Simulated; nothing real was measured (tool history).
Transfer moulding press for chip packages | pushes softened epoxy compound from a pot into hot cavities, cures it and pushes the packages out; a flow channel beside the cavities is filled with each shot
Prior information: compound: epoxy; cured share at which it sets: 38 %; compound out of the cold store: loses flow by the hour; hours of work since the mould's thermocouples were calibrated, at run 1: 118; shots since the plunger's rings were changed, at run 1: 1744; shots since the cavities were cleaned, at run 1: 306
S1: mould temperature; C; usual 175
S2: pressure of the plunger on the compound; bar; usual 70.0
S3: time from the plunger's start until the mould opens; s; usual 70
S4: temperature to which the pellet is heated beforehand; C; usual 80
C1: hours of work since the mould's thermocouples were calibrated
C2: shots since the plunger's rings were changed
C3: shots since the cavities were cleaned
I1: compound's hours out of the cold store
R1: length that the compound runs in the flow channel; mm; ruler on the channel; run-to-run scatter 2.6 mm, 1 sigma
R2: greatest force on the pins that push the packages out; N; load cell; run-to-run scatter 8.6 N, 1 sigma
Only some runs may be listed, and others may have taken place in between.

run 1 hour=0.0 | S1=175 S2=70.0 S3=70 S4=80 | C1=118 C2=1744 C3=306 | I1=15.9 | R1=776 R2=651
run 2 hour=12.5 | S1=175 S2=60.1 S3=70 S4=80 | C1=127 C2=1981 C3=543 | I1=13.0 | R1=718 R2=751
run 3 hour=33.5 | S1=170 S2=60.1 S3=70 S4=80 | C1=142 C2=2379 C3=941 | I1=19.7 | R1=714 R2=1215
-- hour=46.2 cavities cleaned with cleaning compound and waxed
run 4 hour=48.4 | S1=170 S2=60.1 S3=70 S4=80 | C1=152 C2=2634 C3=40 | I1=9.6 | R1=737 R2=654
run 5 hour=62.8 | S1=175 S2=70.0 S3=70 S4=80 | C1=162 C2=2909 C3=315 | I1=19.9 | R1=754 R2=631
run 6 hour=85.8 | S1=175 S2=70.0 S3=70 S4=80 | C1=178 C2=3344 C3=750 | I1=13.3 | R1=759 R2=830
-- hour=109.5 plunger's sealing rings changed
-- hour=111.0 cavities cleaned with cleaning compound and waxed
run 7 hour=114.3 | S1=175 S2=70.0 S3=70 S4=80 | C1=195 C2=62 C3=62 | I1=9.4 | R1=809 R2=482
run 8 hour=138.3 | S1=175 S2=78.4 S3=70 S4=80 | C1=212 C2=518 C3=518 | I1=39.1 | R1=773 R2=684
run 9 hour=154.0 | S1=175 S2=78.4 S3=70 S4=80 | C1=223 C2=815 C3=815 | I1=35.2 | R1=782 R2=815
-- hour=174.8 cavities cleaned with cleaning compound and waxed
run 10 hour=176.8 | S1=175 S2=78.4 S3=70 S4=80 | C1=238 C2=1221 C3=38 | I1=23.1 | R1=807 R2=452
run 11 hour=201.7 | S1=168 S2=70.0 S3=70 S4=80 | C1=256 C2=1693 C3=510 | I1=38.6 | R1=744 R2=1152
run 12 hour=222.5 | S1=168 S2=70.0 S3=70 S4=80 | C1=271 C2=2089 C3=906 | I1=25.2 | R1=771 R2=1358
-- hour=237.9 cavities cleaned with cleaning compound and waxed
run 13 hour=245.2 | S1=168 S2=70.0 S3=70 S4=80 | C1=286 C2=2491 C3=139 | I1=43.8 | R1=727 R2=818
run 14 hour=265.5 | S1=175 S2=70.0 S3=70 S4=80 | C1=300 C2=2877 C3=525 | I1=14.0 | R1=765 R2=763
run 15 hour=279.6 | S1=167 S2=62.3 S3=87 S4=81 | C1=310 C2=3145 C3=793 | I1=35.7 | R1=698 R2=811
run 16 hour=291.2 | S1=177 S2=74.4 S3=87 S4=82 | C1=318 C2=3365 C3=1013 | I1=47.9 | R1=700 R2=513
-- hour=295.0 mould's thermocouples calibrated
-- hour=302.2 cavities cleaned with cleaning compound and waxed
-- hour=317.5 plunger's sealing rings changed
run 17 hour=324.1 | S1=179 S2=70.0 S3=70 S4=72 | C1=18 C2=126 C3=370 | I1=43.4 | R1=711 R2=493
run 18 hour=338.9 | S1=172 S2=54.5 S3=73 S4=72 | C1=28 C2=406 C3=650 | I1=37.6 | R1=656 R2=847
run 19 hour=357.4 | S1=177 S2=70.0 S3=57 S4=80 | C1=41 C2=758 C3=1002 | I1=18.4 | R1=769 R2=1242
-- hour=367.2 cavities cleaned with cleaning compound and waxed
run 20 hour=372.2 | S1=172 S2=52.2 S3=57 S4=75 | C1=51 C2=1010 C3=95 | I1=36.3 | R1=639 R2=940
run 21 hour=385.6 | S1=183 S2=70.0 S3=92 S4=89 | C1=60 C2=1265 C3=350 | I1=11.8 | R1=758 R2=359
run 22 hour=404.7 | S1=168 S2=70.0 S3=97 S4=84 | C1=74 C2=1627 C3=712 | I1=12.4 | R1=806 R2=622
run 23 hour=415.9 | S1=168 S2=70.0 S3=97 S4=84 | C1=82 C2=1840 C3=925 | I1=34.4 | R1=747 R2=636
-- hour=429.6 cavities cleaned with cleaning compound and waxed
run 24 hour=443.1 | S1=175 S2=78.8 S3=90 S4=86 | C1=100 C2=2327 C3=255 | I1=23.9 | R1=789 R2=378
run 25 hour=461.7 | S1=178 S2=70.0 S3=70 S4=80 | C1=113 C2=2681 C3=609 | I1=34.8 | R1=710 R2=595
run 26 hour=489.1 | S1=175 S2=70.0 S3=65 S4=90 | C1=132 C2=3202 C3=1130 | I1=30.3 | R1=718 R2=946
-- hour=492.5 cavities cleaned with cleaning compound and waxed
run 27 hour=506.1 | S1=173 S2=54.1 S3=67 S4=72 | C1=143 C2=3495 C3=257 | I1=12.1 | R1=678 R2=784
-- hour=521.8 plunger's sealing rings changed
run 28 hour=534.6 | S1=175 S2=70.0 S3=74 S4=80 | C1=162 C2=243 C3=751 | I1=31.9 | R1=746 R2=660

What if the next run were any one of these 4? Each begins from the tool's condition after run 28:
-- hour=557.9 cavities cleaned with cleaning compound and waxed
run A hour=559.5 | S1=175 S2=70.0 S3=51 S4=80 | C1=178 C2=689 C3=32 | I1=30.6 | R1=? R2=?
-- hour=557.9 cavities cleaned with cleaning compound and waxed
run B hour=559.5 | S1=175 S2=58.3 S3=74 S4=80 | C1=178 C2=689 C3=32 | I1=37.0 | R1=? R2=?
-- hour=557.9 cavities cleaned with cleaning compound and waxed
run C hour=559.5 | S1=175 S2=70.0 S3=51 S4=80 | C1=178 C2=689 C3=32 | I1=9.9 | R1=? R2=?
-- hour=557.9 cavities cleaned with cleaning compound and waxed
run D hour=559.5 | S1=168 S2=70.0 S3=74 S4=80 | C1=178 C2=689 C3=32 | I1=17.9 | R1=? R2=?

run=A R1=750 R2=919
run=B R1=667 R2=380
run=C R1=799 R2=991
run=D R1=803 R2=652
The same runs, with their run-to-run variation unchanged, on a tool lacking any hidden condition would have given:
run=A R1=758 R2=811
run=B R1=674 R2=335
run=C R1=807 R2=877
run=D R1=811 R2=574

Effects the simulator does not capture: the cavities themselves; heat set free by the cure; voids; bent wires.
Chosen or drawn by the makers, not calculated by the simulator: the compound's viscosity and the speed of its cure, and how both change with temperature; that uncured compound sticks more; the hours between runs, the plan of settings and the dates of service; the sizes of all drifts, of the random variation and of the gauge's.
